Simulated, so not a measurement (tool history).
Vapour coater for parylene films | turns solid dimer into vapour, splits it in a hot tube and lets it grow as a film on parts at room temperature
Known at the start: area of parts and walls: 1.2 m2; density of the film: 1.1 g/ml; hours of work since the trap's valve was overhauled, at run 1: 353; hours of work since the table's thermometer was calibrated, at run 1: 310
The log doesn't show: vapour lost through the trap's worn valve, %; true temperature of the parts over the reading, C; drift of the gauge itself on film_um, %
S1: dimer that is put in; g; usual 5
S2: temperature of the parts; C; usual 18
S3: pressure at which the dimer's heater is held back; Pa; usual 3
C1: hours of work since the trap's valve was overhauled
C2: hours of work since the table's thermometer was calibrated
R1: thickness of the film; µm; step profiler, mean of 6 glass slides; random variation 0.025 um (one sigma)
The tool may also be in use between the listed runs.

run     day  S1  S2    S3   C1   C2    R1
  1       0   5  18     3  353  310   2.5
  2   0.588   5  17     3  366  322   2.6
  3   0.992   5  17     3  375  331  2.58
  4   1.562   5  17     3  387  343   2.6
  5   2.058   5  17     3  397  353  2.66
  6   2.558   5  17     3  408  364  2.61
  7   3.246   5  17     3  423  379  2.62
  8   3.546   5  17     3  429  385  2.62
  9   3.958   5  11     3  438  394   3.3
 10   4.642   5  18     3  453  409   2.5
 11   5.312   5  18  4.73  467  423  2.42
 12   5.788   5  18  4.73  477  433  2.41
 13   6.117   5  18     3  484  440  2.47
 14   6.525   5  18     3  493  449  2.51
 15   6.958   5  27     3  502  458  1.71
 16   7.358   5  27     3  511  467  1.76
 17   7.788   5  18     3  520  476  2.53
 18   8.492   4  18     3  535  491  1.97
 19   9.021   4  18     3  546  502     2
 20   9.646   4  18     3  559  515  2.03
 21  10.362   4  18     3  575  531  2.02
 22  10.738   4  18     3  583  539  2.02
 23  11.325   4  18     3  595  551  2.02
 24  12.038   3  14  4.02  610  566  1.73
 25  12.512   5  18  6.74  621  577  2.32
     12.992  -- trap's valve overhauled
 26  13.346   9  11  6.23    8  591  5.58
 27  13.846   9  11  6.23   18  602  5.53
 28  14.175   9  11  6.23   25  609   5.6
 29  14.604   9  11  6.23   34  618  5.64
 30  15.017   9  11  6.23   43  627   5.6
 31  15.433   9  11  6.23   52  635  5.62
 32  16.033   9  11  6.23   65  648  5.55
 33  16.392   9  11  6.23   73  656  5.61
 34  17.029   9  11  6.23   86  670  5.57
 35  17.388   2  11  4.73   94  677  1.26
 36  17.746   2  11  2.04  102  685  1.37
 37  18.162   2  11  2.04  110  694  1.43
 38  18.621   2  11  2.04  120  704  1.41
 39  18.971   5  16  2.79  128  711  2.78
 40  19.683   4  10  2.84  143  726  2.83
 41  20.058   7  28  5.11  151  734   2.2
 42  20.375   7  29     3  158  741  2.23
 43  20.767   7  29     3  166  749  2.25
 44  21.158   4  11     3  174  758  2.67
 45  21.558   4  11     3  183  766  2.66
 46  21.921   4  11     3  191  774  2.61

Forecast each of these 4 alternatives for the next run:
  A  22.479   8  21   4.76  203  786   ?
  B  22.479   4  29      3  203  786   ?
  C  22.479   3  13  11.48  203  786   ?
  D  22.479   9  13   4.57  203  786   ?

run    R1
  A  3.37
  B  1.29
  C  1.63
  D  5.28
Without the tool's hidden state the same runs would have given:
run    R1
  A  3.38
  B  1.29
  C  1.63
  D  5.29
